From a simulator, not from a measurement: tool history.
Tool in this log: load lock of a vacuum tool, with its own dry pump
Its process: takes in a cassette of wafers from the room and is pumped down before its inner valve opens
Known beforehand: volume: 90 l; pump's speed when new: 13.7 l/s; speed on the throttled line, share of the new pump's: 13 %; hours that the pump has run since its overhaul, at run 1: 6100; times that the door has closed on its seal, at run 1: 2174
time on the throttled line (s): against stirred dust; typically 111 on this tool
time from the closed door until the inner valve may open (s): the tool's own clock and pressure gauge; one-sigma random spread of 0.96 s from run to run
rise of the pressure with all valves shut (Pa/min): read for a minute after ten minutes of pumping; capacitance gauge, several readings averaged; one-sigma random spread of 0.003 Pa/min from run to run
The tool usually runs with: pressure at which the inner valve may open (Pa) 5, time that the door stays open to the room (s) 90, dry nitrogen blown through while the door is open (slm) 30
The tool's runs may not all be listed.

| run | hour | time on the throttled line (s) | pressure at which the inner valve may open (Pa) | time that the door stays open to the room (s) | dry nitrogen blown through while the door is open (slm) | hours that the pump has run since its overhaul | times that the door has closed on its seal | incoming humidity of the room's air, % | time from the closed door until the inner valve may open (s) | rise of the pressure with all valves shut (Pa/min) |
|---|---|---|---|---|---|---|---|---|---|---|
| 1 | 0.0 | 111 | 5 | 90 | 30 | 6100 | 2174 | 49.1 | 163.7 | 0.054 |
| 2 | 71.4 | 111 | 5 | 163 | 30 | 6172 | 2252 | 45.3 | 164.7 | 0.071 |
| 3 | 118.8 | 107 | 5 | 90 | 30 | 6219 | 2303 | 42.5 | 161.3 | 0.055 |
| 4 | 193.2 | 107 | 5 | 90 | 30 | 6294 | 2384 | 43.0 | 160.9 | 0.047 |
| 5 | 267.3 | 111 | 5 | 90 | 37 | 6368 | 2464 | 44.3 | 164.1 | 0.055 |
| 6 | 316.0 | 66 | 5 | 36 | 7 | 6416 | 2517 | 47.0 | 125.5 | 0.060 |
| 7 | 404.5 | 147 | 5 | 231 | 7 | 6505 | 2613 | 43.4 | 195.4 | 0.136 |
| 8 | 503.0 | 147 | 5 | 231 | 7 | 6603 | 2720 | 44.0 | 195.8 | 0.141 |
| 9 | 552.4 | 147 | 5 | 231 | 7 | 6653 | 2774 | 48.2 | 195.3 | 0.150 |
| 10 | 617.9 | 85 | 5 | 231 | 7 | 6718 | 2845 | 46.2 | 143.3 | 0.151 |

Alternative continuations, all from the tool just after run 10; predict every row:
| A | 700.4 | 81 | 5 | 60 | 7 | 6801 | 2934 | 45.0 | ? | ? |
| B | 700.4 | 85 | 5 | 74 | 21 | 6801 | 2934 | 43.7 | ? | ? |
| C | 700.4 | 112 | 5 | 109 | 30 | 6801 | 2934 | 44.5 | ? | ? |

| run | time from the closed door until the inner valve may open (s) | rise of the pressure with all valves shut (Pa/min) |
|---|---|---|
| A | 139.5 | 0.074 |
| B | 142.4 | 0.065 |
| C | 165.6 | 0.067 |
Take away the tool's hidden state, keep each run's random variation, and the runs would have read:
| run | time from the closed door until the inner valve may open (s) | rise of the pressure with all valves shut (Pa/min) |
|---|---|---|
| A | 137.4 | 0.049 |
| B | 140.3 | 0.040 |
| C | 163.6 | 0.042 |
